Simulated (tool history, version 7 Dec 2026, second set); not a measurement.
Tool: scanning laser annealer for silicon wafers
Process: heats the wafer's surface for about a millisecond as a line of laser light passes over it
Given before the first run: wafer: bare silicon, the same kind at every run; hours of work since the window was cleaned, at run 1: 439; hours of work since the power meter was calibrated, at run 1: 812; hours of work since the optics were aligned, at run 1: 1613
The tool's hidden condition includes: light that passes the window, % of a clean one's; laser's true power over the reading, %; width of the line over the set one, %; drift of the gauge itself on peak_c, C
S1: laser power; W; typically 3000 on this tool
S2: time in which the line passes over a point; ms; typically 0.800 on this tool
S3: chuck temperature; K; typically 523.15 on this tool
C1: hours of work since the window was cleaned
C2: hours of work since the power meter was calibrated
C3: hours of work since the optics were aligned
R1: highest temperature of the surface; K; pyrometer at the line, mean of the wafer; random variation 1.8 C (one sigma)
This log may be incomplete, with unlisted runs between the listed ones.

{"run": 1, "hour": 0.0, "S1": 3000, "S2": 0.8, "S3": 523.15, "C1": 439, "C2": 812, "C3": 1613, "R1": 1286.15}
{"hour": 21.6, "done": "window over the wafer cleaned"}
{"run": 2, "hour": 26.0, "S1": 3000, "S2": 0.684, "S3": 523.15, "C1": 3, "C2": 826, "C3": 1627, "R1": 1238.15}
{"run": 3, "hour": 57.8, "S1": 3000, "S2": 0.684, "S3": 523.15, "C1": 21, "C2": 844, "C3": 1645, "R1": 1234.15}
{"run": 4, "hour": 73.6, "S1": 3000, "S2": 0.684, "S3": 523.15, "C1": 30, "C2": 853, "C3": 1654, "R1": 1237.15}
{"run": 5, "hour": 92.5, "S1": 3000, "S2": 0.684, "S3": 523.15, "C1": 40, "C2": 864, "C3": 1665, "R1": 1239.15}
{"run": 6, "hour": 119.4, "S1": 3000, "S2": 0.8, "S3": 523.15, "C1": 56, "C2": 879, "C3": 1680, "R1": 1302.15}
{"run": 7, "hour": 156.5, "S1": 3000, "S2": 0.599, "S3": 523.15, "C1": 77, "C2": 900, "C3": 1701, "R1": 1181.15}
{"run": 8, "hour": 182.2, "S1": 3000, "S2": 0.599, "S3": 523.15, "C1": 92, "C2": 915, "C3": 1716, "R1": 1179.15}
{"run": 9, "hour": 206.5, "S1": 3000, "S2": 0.599, "S3": 502.15, "C1": 105, "C2": 929, "C3": 1729, "R1": 1159.15}
{"run": 10, "hour": 226.0, "S1": 3000, "S2": 0.8, "S3": 523.15, "C1": 117, "C2": 940, "C3": 1741, "R1": 1296.15}
{"run": 11, "hour": 253.1, "S1": 3000, "S2": 0.8, "S3": 511.15, "C1": 132, "C2": 955, "C3": 1756, "R1": 1285.15}
{"run": 12, "hour": 273.6, "S1": 3000, "S2": 0.8, "S3": 511.15, "C1": 144, "C2": 967, "C3": 1768, "R1": 1286.15}
{"run": 13, "hour": 291.6, "S1": 3000, "S2": 0.8, "S3": 518.15, "C1": 154, "C2": 977, "C3": 1778, "R1": 1291.15}

Run 14 has not been measured yet. What should we expect?
{"run": 14, "hour": 307.4, "S1": 3000, "S2": 0.8, "S3": 518.15, "C1": 163, "C2": 986, "C3": 1787, "R1": "?"}

Run 14 produced R1 1294.15 K.
Were there no unlogged condition in the tool, this run, its random variation unchanged, would have produced R1 1313.15 K.
